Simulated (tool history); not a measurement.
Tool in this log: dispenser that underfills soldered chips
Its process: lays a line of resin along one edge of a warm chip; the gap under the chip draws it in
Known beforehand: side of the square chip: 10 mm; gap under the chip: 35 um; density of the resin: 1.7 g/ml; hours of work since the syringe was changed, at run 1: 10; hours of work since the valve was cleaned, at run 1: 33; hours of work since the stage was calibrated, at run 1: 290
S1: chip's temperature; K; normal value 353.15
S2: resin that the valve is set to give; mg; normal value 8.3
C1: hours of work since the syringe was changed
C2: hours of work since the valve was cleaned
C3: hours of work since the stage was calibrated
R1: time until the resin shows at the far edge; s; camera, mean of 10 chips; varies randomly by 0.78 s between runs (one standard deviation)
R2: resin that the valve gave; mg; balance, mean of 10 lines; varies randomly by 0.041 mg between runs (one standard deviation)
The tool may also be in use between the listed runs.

run 1 hour=0 | S1=353.15 S2=8.3 | C1=10 C2=33 C3=290 | R1=166 R2=8.09
-- hour=2.3 new syringe of resin
run 2 hour=6.4 | S1=360.15 S2=8.3 | C1=3 C2=38 C3=295 | R1=71.7 R2=7.92
run 3 hour=13.6 | S1=361.15 S2=8.3 | C1=9 C2=43 C3=301 | R1=103.4 R2=7.96
-- hour=17.7 new syringe of resin
run 4 hour=18.2 | S1=353.15 S2=9.6 | C1=0 C2=47 C3=304 | R1=79.6 R2=9.23
run 5 hour=27.6 | S1=353.15 S2=9.6 | C1=8 C2=54 C3=311 | R1=135.9 R2=9.12
-- hour=33 new syringe of resin
run 6 hour=33.1 | S1=353.15 S2=9.6 | C1=0 C2=58 C3=315 | R1=77.7 R2=9.1
run 7 hour=42 | S1=353.15 S2=9.6 | C1=7 C2=65 C3=322 | R1=128.3 R2=9
-- hour=48.1 new syringe of resin
run 8 hour=51.7 | S1=353.15 S2=9.43 | C1=3 C2=72 C3=329 | R1=96.3 R2=8.85
run 9 hour=57.2 | S1=353.15 S2=9.43 | C1=7 C2=76 C3=334 | R1=131.3 R2=8.77
run 10 hour=61.9 | S1=353.15 S2=9.43 | C1=11 C2=80 C3=337 | R1=169.8 R2=8.75
-- hour=63.6 new syringe of resin
run 11 hour=68.8 | S1=353.15 S2=9.43 | C1=4 C2=85 C3=342 | R1=105.1 R2=8.69
run 12 hour=74.9 | S1=348.15 S2=8.3 | C1=9 C2=90 C3=347 | R1=197.5 R2=7.63
-- hour=79 new syringe of resin
run 13 hour=81.6 | S1=348.15 S2=8.3 | C1=2 C2=95 C3=352 | R1=115.9 R2=7.61
run 14 hour=89.2 | S1=353.15 S2=9.89 | C1=8 C2=101 C3=358 | R1=140.6 R2=8.99
-- hour=94.5 new syringe of resin
-- hour=97.3 dispensing valve cleaned and set on the balance
run 15 hour=98.9 | S1=353.15 S2=9.89 | C1=3 C2=1 C3=364 | R1=92.4 R2=9.89
run 16 hour=104.1 | S1=353.15 S2=9.89 | C1=7 C2=5 C3=369 | R1=129.1 R2=9.82
run 17 hour=109.2 | S1=353.15 S2=9.89 | C1=11 C2=9 C3=372 | R1=169 R2=9.8
-- hour=110.8 new syringe of resin
run 18 hour=118 | S1=353.15 S2=8.3 | C1=6 C2=16 C3=379 | R1=120.8 R2=8.25
run 19 hour=122.6 | S1=345.15 S2=8.3 | C1=9 C2=19 C3=383 | R1=224.5 R2=8.17
-- hour=125.9 new syringe of resin
run 20 hour=128.8 | S1=347.15 S2=8.05 | C1=2 C2=24 C3=387 | R1=123.4 R2=7.9
run 21 hour=132.7 | S1=358.15 S2=8.05 | C1=5 C2=27 C3=390 | R1=97.3 R2=7.83
run 22 hour=137.3 | S1=360.15 S2=10.48 | C1=9 C2=31 C3=394 | R1=106.6 R2=10.19
-- hour=141 new syringe of resin
run 23 hour=146.8 | S1=360.15 S2=10.48 | C1=4 C2=38 C3=401 | R1=78.4 R2=10.09
run 24 hour=155.5 | S1=339.15 S2=10.18 | C1=11 C2=44 C3=408 | R1=343.9 R2=9.73
-- hour=156.5 new syringe of resin
run 25 hour=162.4 | S1=350.15 S2=8.3 | C1=5 C2=50 C3=413 | R1=130.4 R2=7.88
run 26 hour=168.7 | S1=355.15 S2=8.3 | C1=9 C2=54 C3=418 | R1=149.1 R2=7.83
-- hour=172.1 new syringe of resin
run 27 hour=177.2 | S1=354.15 S2=7.11 | C1=4 C2=61 C3=424 | R1=111 R2=6.61
run 28 hour=182 | S1=345.15 S2=7.16 | C1=8 C2=64 C3=428 | R1=216.9 R2=6.66
-- hour=187.5 new syringe of resin
run 29 hour=189.9 | S1=345.15 S2=7.16 | C1=2 C2=70 C3=434 | R1=146.4 R2=6.68
run 30 hour=198.9 | S1=345.15 S2=7.16 | C1=9 C2=77 C3=441 | R1=241.3 R2=6.65
-- hour=203.2 new syringe of resin
run 31 hour=205.7 | S1=345.15 S2=7.16 | C1=2 C2=82 C3=446 | R1=151 R2=6.62
run 32 hour=214.1 | S1=345.15 S2=7.16 | C1=8 C2=89 C3=452 | R1=238 R2=6.54
-- hour=218.7 new syringe of resin
run 33 hour=222 | S1=359.15 S2=7.46 | C1=3 C2=95 C3=458 | R1=80.1 R2=6.75
run 34 hour=229.8 | S1=359.15 S2=7.46 | C1=9 C2=101 C3=464 | R1=126.2 R2=6.76
-- hour=234.5 new syringe of resin
-- hour=237.7 dispensing valve cleaned and set on the balance
run 35 hour=237.8 | S1=359.15 S2=9.32 | C1=2 C2=0 C3=469 | R1=71 R2=9.38
run 36 hour=244.9 | S1=360.15 S2=9.71 | C1=7 C2=6 C3=475 | R1=99.1 R2=9.66
-- hour=251 new syringe of resin
run 37 hour=253.7 | S1=339.15 S2=7.16 | C1=2 C2=12 C3=481 | R1=192 R2=7.07

Measured less the same run without the tool's hidden state. The same run-to-run variation is in both; the gauge's scatter may not be:
Hidden state present: resin's viscosity, % of fresh resin's; dose that the valve gives, % of what is set; true chip temperature over the reading, C; drift of the gauge itself on fill_s, %; drift of the gauge itself on given_mg, %.
run=1 R1=+93.3 R2=-0.23
run=2 R1=+19 R2=-0.28
run=3 R1=+53 R2=-0.31
run=4 R1=+8.1 R2=-0.39
run=5 R1=+64.6 R2=-0.46
run=6 R1=+7.2 R2=-0.49
run=7 R1=+58 R2=-0.55
run=8 R1=+24.8 R2=-0.61
run=9 R1=+60.3 R2=-0.65
run=10 R1=+99.4 R2=-0.68
run=11 R1=+34 R2=-0.73
run=12 R1=+103.9 R2=-0.67
run=13 R1=+27.7 R2=-0.72
run=14 R1=+69.8 R2=-0.9
run=15 R1=+22.5 R2=-0.03
run=16 R1=+56.3 R2=-0.07
run=17 R1=+97.8 R2=-0.11
run=18 R1=+48.1 R2=-0.14
run=19 R1=+120.5 R2=-0.17
run=20 R1=+29.5 R2=-0.21
run=21 R1=+37.6 R2=-0.22
run=22 R1=+55.9 R2=-0.32
run=23 R1=+27.1 R2=-0.4
run=24 R1=+207.8 R2=-0.45
run=25 R1=+47.6 R2=-0.41
run=26 R1=+82.3 R2=-0.44
run=27 R1=+38.3 R2=-0.42
run=28 R1=+109.6 R2=-0.46
run=29 R1=+36 R2=-0.49
run=30 R1=+132.1 R2=-0.53
run=31 R1=+40.4 R2=-0.57
run=32 R1=+129.8 R2=-0.61
run=33 R1=+22.6 R2=-0.68
run=34 R1=+68.1 R2=-0.71
run=35 R1=+15.5 R2=+0.01
run=36 R1=+47.5 R2=-0.03
run=37 R1=+45.3 R2=-0.07
